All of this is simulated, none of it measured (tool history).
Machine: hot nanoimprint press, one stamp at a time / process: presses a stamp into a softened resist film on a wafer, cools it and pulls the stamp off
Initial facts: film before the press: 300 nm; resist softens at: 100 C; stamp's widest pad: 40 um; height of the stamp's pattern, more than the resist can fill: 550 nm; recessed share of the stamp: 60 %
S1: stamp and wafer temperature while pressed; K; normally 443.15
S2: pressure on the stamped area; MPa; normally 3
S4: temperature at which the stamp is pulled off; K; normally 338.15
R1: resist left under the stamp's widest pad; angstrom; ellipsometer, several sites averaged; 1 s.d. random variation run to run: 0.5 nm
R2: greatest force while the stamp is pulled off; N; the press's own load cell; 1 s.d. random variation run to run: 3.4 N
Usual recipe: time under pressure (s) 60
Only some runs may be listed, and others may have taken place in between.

run 1 hour=0 | S1=443.15 S2=3 time_under_pressure_(s)=60 S4=338.15 | R1=1226 R2=235
run 2 hour=38.7 | S1=443.15 S2=3 time_under_pressure_(s)=60 S4=338.15 | R1=1227 R2=255
-- hour=49.6 stamp cleaned and given a new release coat
run 3 hour=86.6 | S1=443.15 S2=3 time_under_pressure_(s)=60 S4=338.15 | R1=1224 R2=160
run 4 hour=133.6 | S1=443.15 S2=3 time_under_pressure_(s)=60 S4=338.15 | R1=1223 R2=170
run 5 hour=171.8 | S1=443.15 S2=3 time_under_pressure_(s)=60 S4=338.15 | R1=1225 R2=172
run 6 hour=195.3 | S1=443.15 S2=3 time_under_pressure_(s)=60 S4=338.15 | R1=1221 R2=190
run 7 hour=230 | S1=443.15 S2=3 time_under_pressure_(s)=60 S4=338.15 | R1=1227 R2=188
run 8 hour=264.7 | S1=443.15 S2=3 time_under_pressure_(s)=60 S4=338.15 | R1=1214 R2=205
run 9 hour=284.2 | S1=443.15 S2=3 time_under_pressure_(s)=60 S4=338.15 | R1=1209 R2=198
-- hour=315.1 press's hydraulic seals changed and the load cell set to zero
run 10 hour=332.2 | S1=443.15 S2=3 time_under_pressure_(s)=60 S4=338.15 | R1=1162 R2=217
run 11 hour=359.4 | S1=443.15 S2=3 time_under_pressure_(s)=60 S4=338.15 | R1=1169 R2=218
run 12 hour=401.8 | S1=443.15 S2=3 time_under_pressure_(s)=105 S4=338.15 | R1=950 R2=234
run 13 hour=432.7 | S1=443.15 S2=3 time_under_pressure_(s)=105 S4=338.15 | R1=949 R2=229
run 14 hour=465.2 | S1=431.15 S2=4.02 time_under_pressure_(s)=86 S4=338.15 | R1=1284 R2=242
-- hour=472.3 plate thermocouple calibrated
-- hour=478.3 stamp cleaned and given a new release coat
run 15 hour=495.3 | S1=431.15 S2=4.02 time_under_pressure_(s)=86 S4=338.15 | R1=1253 R2=156
run 16 hour=524.7 | S1=452.15 S2=2.33 time_under_pressure_(s)=86 S4=338.15 | R1=887 R2=158
run 17 hour=545.9 | S1=452.15 S2=2.33 time_under_pressure_(s)=86 S4=338.15 | R1=884 R2=163
run 18 hour=568.2 | S1=443.15 S2=3 time_under_pressure_(s)=51 S4=342.15 | R1=1196 R2=148
run 19 hour=615.5 | S1=443.15 S2=3 time_under_pressure_(s)=61 S4=345.15 | R1=1116 R2=150
run 20 hour=662.7 | S1=443.15 S2=3 time_under_pressure_(s)=61 S4=345.15 | R1=1110 R2=153
-- hour=671.3 plate thermocouple calibrated, once more
run 21 hour=699.6 | S1=436.15 S2=4.05 time_under_pressure_(s)=60 S4=338.15 | R1=1323 R2=205
run 22 hour=720.1 | S1=447.15 S2=3 time_under_pressure_(s)=60 S4=338.15 | R1=1092 R2=211
run 23 hour=743.7 | S1=443.15 S2=1.89 time_under_pressure_(s)=60 S4=339.15 | R1=1558 R2=211

Each row is a separate what-if for the run after 23, all from the same tool condition, not one after another. Results?
run A hour=780.1 | S1=443.15 S2=1.89 time_under_pressure_(s)=60 S4=336.15 | R1=? R2=?
run B hour=780.1 | S1=443.15 S2=3 time_under_pressure_(s)=104 S4=338.15 | R1=? R2=?
run C hour=780.1 | S1=449.15 S2=3.91 time_under_pressure_(s)=105 S4=338.15 | R1=? R2=?
run D hour=780.1 | S1=452.15 S2=1.89 time_under_pressure_(s)=56 S4=325.15 | R1=? R2=?
run E hour=780.1 | S1=443.15 S2=2.83 time_under_pressure_(s)=111 S4=339.15 | R1=? R2=?

run=A R1=1552 R2=229
run=B R1=1011 R2=231
run=C R1=716 R2=216
run=D R1=1251 R2=290
run=E R1=1013 R2=220
With the hidden condition removed and each run's random variation left untouched, the same runs would have given:
run=A R1=1557 R2=166
run=B R1=1010 R2=166
run=C R1=712 R2=156
run=D R1=1253 R2=210
run=E R1=1013 R2=159
